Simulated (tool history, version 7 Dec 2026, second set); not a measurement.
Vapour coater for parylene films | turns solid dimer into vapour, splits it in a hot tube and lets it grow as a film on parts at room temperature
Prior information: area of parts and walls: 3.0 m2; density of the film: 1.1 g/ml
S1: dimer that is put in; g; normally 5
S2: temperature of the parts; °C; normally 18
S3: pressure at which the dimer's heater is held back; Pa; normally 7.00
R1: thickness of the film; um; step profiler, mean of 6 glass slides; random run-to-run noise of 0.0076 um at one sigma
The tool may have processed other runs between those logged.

{"run": 1, "day": 0.0, "S1": 5, "S2": 18, "S3": 7.0, "R1": 0.754}
{"run": 2, "day": 0.625, "S1": 5, "S2": 18, "S3": 7.0, "R1": 0.757}
{"run": 3, "day": 0.975, "S1": 5, "S2": 18, "S3": 7.0, "R1": 0.739}
{"run": 4, "day": 1.575, "S1": 3, "S2": 18, "S3": 7.0, "R1": 0.421}
{"run": 5, "day": 2.021, "S1": 3, "S2": 18, "S3": 7.0, "R1": 0.457}
{"run": 6, "day": 2.633, "S1": 3, "S2": 29, "S3": 7.0, "R1": 0.259}
{"run": 7, "day": 2.988, "S1": 3, "S2": 29, "S3": 7.0, "R1": 0.266}
{"run": 8, "day": 3.612, "S1": 5, "S2": 18, "S3": 7.0, "R1": 0.715}
{"run": 9, "day": 4.017, "S1": 5, "S2": 18, "S3": 7.0, "R1": 0.728}
{"day": 4.275, "done": "trap's valve overhauled"}
{"run": 10, "day": 4.821, "S1": 3, "S2": 18, "S3": 7.0, "R1": 0.503}
{"run": 11, "day": 5.396, "S1": 3, "S2": 18, "S3": 7.0, "R1": 0.492}
{"run": 12, "day": 5.708, "S1": 3, "S2": 18, "S3": 7.0, "R1": 0.509}
{"run": 13, "day": 6.288, "S1": 3, "S2": 18, "S3": 7.0, "R1": 0.496}
{"run": 14, "day": 6.838, "S1": 5, "S2": 18, "S3": 2.56, "R1": 0.874}
{"run": 15, "day": 7.4, "S1": 5, "S2": 18, "S3": 2.56, "R1": 0.846}
{"run": 16, "day": 7.9, "S1": 5, "S2": 18, "S3": 2.56, "R1": 0.862}
{"run": 17, "day": 8.362, "S1": 5, "S2": 18, "S3": 2.56, "R1": 0.862}
{"run": 18, "day": 8.8, "S1": 2, "S2": 18, "S3": 9.56, "R1": 0.312}
{"run": 19, "day": 9.312, "S1": 2, "S2": 18, "S3": 9.56, "R1": 0.31}
{"run": 20, "day": 9.808, "S1": 2, "S2": 18, "S3": 9.56, "R1": 0.313}
{"run": 21, "day": 10.083, "S1": 2, "S2": 24, "S3": 10.12, "R1": 0.246}
{"run": 22, "day": 10.462, "S1": 8, "S2": 11, "S3": 2.51, "R1": 1.823}
{"run": 23, "day": 10.746, "S1": 4, "S2": 25, "S3": 10.02, "R1": 0.445}
{"run": 24, "day": 11.125, "S1": 5, "S2": 16, "S3": 2.81, "R1": 0.895}
{"run": 25, "day": 11.517, "S1": 8, "S2": 24, "S3": 2.3, "R1": 1.016}
{"run": 26, "day": 11.8, "S1": 5, "S2": 18, "S3": 2.52, "R1": 0.814}
{"run": 27, "day": 12.1, "S1": 3, "S2": 29, "S3": 7.62, "R1": 0.28}
{"run": 28, "day": 12.55, "S1": 4, "S2": 18, "S3": 12.0, "R1": 0.587}
{"run": 29, "day": 13.017, "S1": 5, "S2": 10, "S3": 7.0, "R1": 1.095}
{"run": 30, "day": 13.342, "S1": 5, "S2": 10, "S3": 7.0, "R1": 1.097}

What does the tool deliver on the next run?
{"run": 31, "day": 13.867, "S1": 9, "S2": 30, "S3": 8.32, "R1": "?"}

{"run 31": {"R1": 0.788}}
If the tool had no hidden condition, the same run with the same run-to-run variation would have returned R1 0.888 um.
